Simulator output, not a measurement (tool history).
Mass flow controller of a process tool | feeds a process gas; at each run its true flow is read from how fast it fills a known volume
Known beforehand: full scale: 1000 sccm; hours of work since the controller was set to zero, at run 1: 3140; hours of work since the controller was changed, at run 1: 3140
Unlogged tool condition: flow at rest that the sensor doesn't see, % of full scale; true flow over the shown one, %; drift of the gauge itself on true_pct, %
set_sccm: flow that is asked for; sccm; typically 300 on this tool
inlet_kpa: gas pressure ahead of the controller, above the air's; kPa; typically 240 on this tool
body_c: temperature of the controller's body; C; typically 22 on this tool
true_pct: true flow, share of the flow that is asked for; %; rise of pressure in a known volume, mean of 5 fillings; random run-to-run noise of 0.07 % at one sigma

run     day  set_sccm  inlet_kpa  body_c  hours of work since the controller was set to zero  hours of work since the controller was changed  true_pct
  1   0.000       300        240      22                                                3140                                            3140    100.57
  2   6.108       300        270      22                                                3232                                            3232    100.52
  3  10.838       300        239      22                                                3303                                            3303    100.73
  4  16.271       300        240      22                                                3385                                            3385    100.79
  5  20.950       300        240      22                                                3455                                            3455    100.82
  6  28.042       300        240      22                                                3562                                            3562    100.81
     28.400  -- controller's zero set anew
  7  30.958       300        240      22                                                  38                                            3605    101.88
  8  36.121       300        240      22                                                 116                                            3683    101.89
  9  39.117       300        240      22                                                 161                                            3728    101.90
 10  43.292       300        240      22                                                 224                                            3791    102.04
 11  47.638       300        240      22                                                 289                                            3856    102.06

Expected results for the next run?
     52.150  -- controller's zero set anew, once more
 12  54.462       300        240      22                                                  35                                            3958         ?

Run 12 gave true_pct 99.57 %.
With the hidden condition absent and the run-to-run variation left alone, this run would have shown true_pct 98.56 %.

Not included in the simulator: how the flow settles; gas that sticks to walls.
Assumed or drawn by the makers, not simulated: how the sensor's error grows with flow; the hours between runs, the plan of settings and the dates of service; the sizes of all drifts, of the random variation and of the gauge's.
